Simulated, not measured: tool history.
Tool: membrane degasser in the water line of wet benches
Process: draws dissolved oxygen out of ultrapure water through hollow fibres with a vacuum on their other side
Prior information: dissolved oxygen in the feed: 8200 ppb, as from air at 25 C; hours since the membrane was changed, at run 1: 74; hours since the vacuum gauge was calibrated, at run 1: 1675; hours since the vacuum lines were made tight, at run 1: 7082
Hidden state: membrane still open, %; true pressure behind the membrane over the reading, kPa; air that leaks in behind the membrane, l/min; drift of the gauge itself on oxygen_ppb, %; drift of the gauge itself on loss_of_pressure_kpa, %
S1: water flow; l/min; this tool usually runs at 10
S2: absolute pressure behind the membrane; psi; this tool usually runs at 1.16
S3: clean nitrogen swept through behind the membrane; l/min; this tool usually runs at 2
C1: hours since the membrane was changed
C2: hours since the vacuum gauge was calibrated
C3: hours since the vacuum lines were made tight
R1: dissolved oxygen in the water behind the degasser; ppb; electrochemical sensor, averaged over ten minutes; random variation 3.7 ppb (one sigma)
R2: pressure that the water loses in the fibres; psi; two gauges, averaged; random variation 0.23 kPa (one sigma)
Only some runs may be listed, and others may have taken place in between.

Run 1, hour 0: usual settings; C1 74; C2 1675; C3 7082. Result: R1 367.4 ppb, R2 8.45 psi.
Run 2, hour 169.7: usual settings; C1 243; C2 1845; C3 7251. Result: R1 374.6 ppb, R2 8.486 psi.
Run 3, hour 269.6: usual settings; C1 343; C2 1944; C3 7351. Result: R1 377.8 ppb, R2 8.521 psi.
At hour 294.7: seals of the vacuum lines changed.
Run 4, hour 469.2: usual settings; C1 541; C2 2142; C3 175. Result: R1 378.9 ppb, R2 8.501 psi.
Run 5, hour 620: usual settings; C1 692; C2 2293; C3 325. Result: R1 380.4 ppb, R2 8.614 psi.
Run 6, hour 729: usual settings; C1 801; C2 2402; C3 434. Result: R1 376.7 ppb, R2 8.55 psi.
Run 7, hour 916: usual settings; C1 988; C2 2589; C3 621. Result: R1 377 ppb, R2 8.598 psi.
Run 8, hour 1075.6: usual settings; C1 1147; C2 2749; C3 781. Result: R1 379.9 ppb, R2 8.601 psi.
Run 9, hour 1169: usual settings; C1 1241; C2 2842; C3 874. Result: R1 387.1 ppb, R2 8.557 psi.
Run 10, hour 1311.4: usual settings; C1 1383; C2 2984; C3 1017. Result: R1 392.8 ppb, R2 8.579 psi.
Run 11, hour 1457.7: usual settings; C1 1530; C2 3131; C3 1163. Result: R1 388.7 ppb, R2 8.538 psi.
Run 12, hour 1542.4: usual settings but S1 8 l/min; C1 1614; C2 3215; C3 1248. Result: R1 258.7 ppb, R2 6.883 psi.
Run 13, hour 1707.4: usual settings but S1 8 l/min; C1 1779; C2 3380; C3 1413. Result: R1 258.2 ppb, R2 6.918 psi.
Run 14, hour 1858.4: usual settings but S1 8 l/min; C1 1930; C2 3531; C3 1564. Result: R1 258.9 ppb, R2 6.898 psi.
Run 15, hour 2000.1: usual settings but S1 8 l/min, S3 2.09 l/min; C1 2072; C2 3673; C3 1705. Result: R1 263.2 ppb, R2 6.918 psi.
Run 16, hour 2143.1: usual settings but S1 8 l/min; C1 2215; C2 3816; C3 1848. Result: R1 263.3 ppb, R2 6.992 psi.
Run 17, hour 2229.6: usual settings but S1 9 l/min, S2 0.912 psi, S3 1.47 l/min; C1 2301; C2 3902; C3 1935. Result: R1 323.6 ppb, R2 7.76 psi.
Run 18, hour 2399: usual settings but S1 8 l/min, S2 1.387 psi, S3 1.07 l/min; C1 2471; C2 4072; C3 2104. Result: R1 333.6 ppb, R2 6.96 psi.
Run 19, hour 2596.9: usual settings but S1 11 l/min, S2 1.555 psi, S3 1.33 l/min; C1 2669; C2 4270; C3 2302. Result: R1 530.5 ppb, R2 9.577 psi.
Run 20, hour 2726.7: usual settings but S1 6 l/min, S2 0.859 psi, S3 1.01 l/min; C1 2799; C2 4400; C3 2432. Result: R1 160 ppb, R2 5.195 psi.
Run 21, hour 2834.8: usual settings but S1 6 l/min, S2 0.859 psi, S3 1.01 l/min; C1 2907; C2 4508; C3 2540. Result: R1 161.3 ppb, R2 5.214 psi.
Run 22, hour 3032.3: usual settings but S1 6 l/min, S2 0.859 psi, S3 1.01 l/min; C1 3104; C2 4705; C3 2738. Result: R1 158.7 ppb, R2 5.221 psi.
Run 23, hour 3210.9: usual settings but S1 7 l/min, S2 1.462 psi, S3 4.91 l/min; C1 3283; C2 4884; C3 2916. Result: R1 195.8 ppb, R2 6.074 psi.
Run 24, hour 3306.6: usual settings but S1 7 l/min, S3 1.45 l/min; C1 3378; C2 4980; C3 3012. Result: R1 226.5 ppb, R2 6.151 psi.
Run 25, hour 3449.1: usual settings but S1 7 l/min, S3 1.45 l/min; C1 3521; C2 5122; C3 3154. Result: R1 231 ppb, R2 6.161 psi.
Run 26, hour 3531.8: usual settings but S1 7 l/min, S3 1.45 l/min; C1 3604; C2 5205; C3 3237. Result: R1 230.1 ppb, R2 6.196 psi.
Run 27, hour 3634: usual settings but S1 7 l/min, S2 0.892 psi, S3 0.89 l/min; C1 3706; C2 5307; C3 3339. Result: R1 231 ppb, R2 6.129 psi.
Run 28, hour 3827.4: usual settings but S1 7 l/min, S2 0.982 psi, S3 1.87 l/min; C1 3899; C2 5500; C3 3533. Result: R1 206.4 ppb, R2 6.134 psi.
Run 29, hour 4006.6: usual settings but S1 7 l/min, S2 0.982 psi, S3 1.87 l/min; C1 4078; C2 5679; C3 3712. Result: R1 213.2 ppb, R2 6.15 psi.
Run 30, hour 4165.9: usual settings but S1 13 l/min, S2 1.841 psi, S3 1.87 l/min; C1 4238; C2 5839; C3 3871. Result: R1 696 ppb, R2 11.443 psi.
Run 31, hour 4277.6: usual settings but S1 13 l/min, S2 1.841 psi, S3 1.87 l/min; C1 4349; C2 5950; C3 3983. Result: R1 690.7 ppb, R2 11.439 psi.

The same runs without the tool's hidden state, with the same run-to-run variation:
run     R1      R2
  1  363.9   8.444
  2  369.5   8.469
  3  371.7   8.498
  4  372.6   8.464
  5  372.7   8.566
  6    368   8.493
  7  366.7    8.53
  8  368.1   8.522
  9  374.3   8.473
 10  378.4   8.483
 11  373.2   8.432
 12  246.4   6.795
 13  244.7    6.82
 14  244.3   6.791
 15  247.5   6.802
 16  246.7   6.869
 17  302.5   7.616
 18  312.2   6.823
 19  499.7   9.372
 20  144.2   5.078
 21  144.9   5.092
 22  141.6   5.091
 23    177   5.913
 24  204.3   5.984
 25  207.6   5.987
 26  206.3   6.016
 27  204.4   5.945
 28  182.1   5.939
 29  187.1   5.947
 30  639.4  11.049
 31  633.2  11.036
